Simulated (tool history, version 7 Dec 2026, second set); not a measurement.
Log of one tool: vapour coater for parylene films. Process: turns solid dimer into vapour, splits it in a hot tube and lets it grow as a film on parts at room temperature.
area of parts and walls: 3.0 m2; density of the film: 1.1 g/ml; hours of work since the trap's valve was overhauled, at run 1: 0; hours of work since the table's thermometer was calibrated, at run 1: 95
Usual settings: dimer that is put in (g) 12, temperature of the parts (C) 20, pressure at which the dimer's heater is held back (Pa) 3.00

| run | day | dimer that is put in (g) | temperature of the parts (C) | pressure at which the dimer's heater is held back (Pa) | hours of work since the trap's valve was overhauled | hours of work since the table's thermometer was calibrated | thickness of the film (nm) |
|---|---|---|---|---|---|---|---|
| 1 | 0.000 | 12 | 20 | 3.00 | 0 | 95 | 2830 |
| 2 | 1.338 | 12 | 20 | 3.00 | 21 | 116 | 2810 |
| 3 | 1.938 | 12 | 20 | 3.00 | 31 | 126 | 2780 |
| 4 | 2.871 | 12 | 20 | 3.00 | 46 | 140 | 2790 |
| 5 | 4.138 | 12 | 20 | 3.20 | 66 | 161 | 2740 |
| 6 | 5.304 | 12 | 20 | 3.20 | 84 | 179 | 2770 |
| 7 | 6.158 | 12 | 20 | 3.20 | 98 | 193 | 2730 |
| 8 | 7.079 | 12 | 20 | 3.20 | 112 | 207 | 2740 |
|  | 7.188 | table's thermometer calibrated |
| 9 | 8.188 | 12 | 20 | 3.00 | 129 | 16 | 2760 |
| 10 | 8.883 | 12 | 20 | 3.00 | 140 | 27 | 2730 |
| 11 | 10.054 | 11 | 24 | 2.41 | 159 | 46 | 2170 |
| 12 | 10.754 | 11 | 24 | 2.41 | 170 | 57 | 2190 |
|  | 11.388 | table's thermometer calibrated, once more |
| 13 | 12.012 | 11 | 24 | 11.22 | 190 | 10 | 1530 |
| 14 | 13.004 | 12 | 16 | 11.93 | 205 | 26 | 2470 |
| 15 | 14.300 | 9 | 26 | 11.93 | 226 | 46 | 1150 |
| 16 | 15.567 | 9 | 26 | 11.93 | 246 | 66 | 1120 |
| 17 | 16.292 | 8 | 18 | 3.00 | 258 | 78 | 1940 |
| 18 | 16.954 | 8 | 18 | 3.00 | 268 | 88 | 1930 |
| 19 | 18.096 | 8 | 18 | 3.00 | 286 | 107 | 1920 |

Measured less the same run without the tool's hidden state. The same run-to-run variation is in both; the gauge's scatter may not be:
The hidden state here: vapour lost through the trap's worn valve, %; true temperature of the parts over the reading, C; drift of the gauge itself on film_um, %.
| run | thickness of the film (nm) |
|---|---|
| 1 | +10 |
| 2 | +0 |
| 3 | -10 |
| 4 | -20 |
| 5 | -20 |
| 6 | -30 |
| 7 | -50 |
| 8 | -50 |
| 9 | -50 |
| 10 | -60 |
| 11 | -50 |
| 12 | -50 |
| 13 | -80 |
| 14 | -140 |
| 15 | -70 |
| 16 | -80 |
| 17 | -130 |
| 18 | -140 |
| 19 | -140 |
